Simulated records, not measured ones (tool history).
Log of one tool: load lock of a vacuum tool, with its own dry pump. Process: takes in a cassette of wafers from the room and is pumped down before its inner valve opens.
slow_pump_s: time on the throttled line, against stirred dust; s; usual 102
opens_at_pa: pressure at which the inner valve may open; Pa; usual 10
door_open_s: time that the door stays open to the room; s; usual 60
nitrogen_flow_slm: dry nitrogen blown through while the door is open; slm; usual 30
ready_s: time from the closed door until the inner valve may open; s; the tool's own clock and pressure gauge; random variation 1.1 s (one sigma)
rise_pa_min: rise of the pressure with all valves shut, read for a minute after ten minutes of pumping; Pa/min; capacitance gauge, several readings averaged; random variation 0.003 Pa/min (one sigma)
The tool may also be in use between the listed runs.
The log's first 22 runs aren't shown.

run      day  slow_pump_s  opens_at_pa  door_open_s  nitrogen_flow_slm  hours that the pump has run since its overhaul  times that the door has closed on its seal  incoming humidity of the room's air, %  ready_s  rise_pa_min
 23   66.138           72           10           28                 20                                            8540                                        6516                                    42.2    185.3        0.021
 24   69.762           72           10           28                 20                                            8627                                        6705                                    43.1    186.2        0.022
 25   73.296           72           10           28                 20                                            8712                                        6889                                    47.1    184.6        0.029
 26   76.504           72           13           50                 20                                            8789                                        7056                                    47.9    181.1        0.033
 27   80.733           72           13           50                 20                                            8890                                        7277                                    43.5    182.1         0.03
 28   84.362           72           13           50                 20                                            8977                                        7466                                    48.7    182.7        0.031
 29   87.025          102           17           60                 12                                            9041                                        7605                                    47.4    197.1        0.041
 30    90.75           87           18           46                 20                                            9131                                        7799                                    42.1    185.3         0.03
 31   93.117          102            8           60                 30                                            9187                                        7922                                    42.2    209.4        0.023
 32   95.621          102            8           60                 30                                            9247                                        8053                                    43.6    213.5        0.026
 33   98.075          102            8           60                 30                                            9306                                        8180                                    47.6    212.3         0.03
 34  102.117          102            8           60                 30                                            9403                                        8391                                    41.9    212.6        0.025
 35  105.962          102            8           60                 27                                            9496                                        8592                                    43.4    212.4        0.031
 36  107.683          152            9          147                  7                                            9537                                        8681                                      47    244.7        0.061
 37    110.9          152            9          147                  7                                            9614                                        8849                                    41.5    241.5        0.054

3 ways to go on from here, each from the tool as it stands after run 37. What would each give?
  A  114.183          140           17          147                  7                                            9693                                        9020                                    45.4        ?            ?
  B  114.183          152            8          147                 16                                            9693                                        9020                                      46        ?            ?
  C  114.183           64           13           60                 16                                            9693                                        9020                                    47.2        ?            ?

run  ready_s  rise_pa_min
  A    226.4        0.065
  B    247.4        0.058
  C    180.5        0.031
Without the tool's hidden state the same runs would have given:
run  ready_s  rise_pa_min
  A    203.1        0.053
  B    221.5        0.046
  C    149.2         0.02
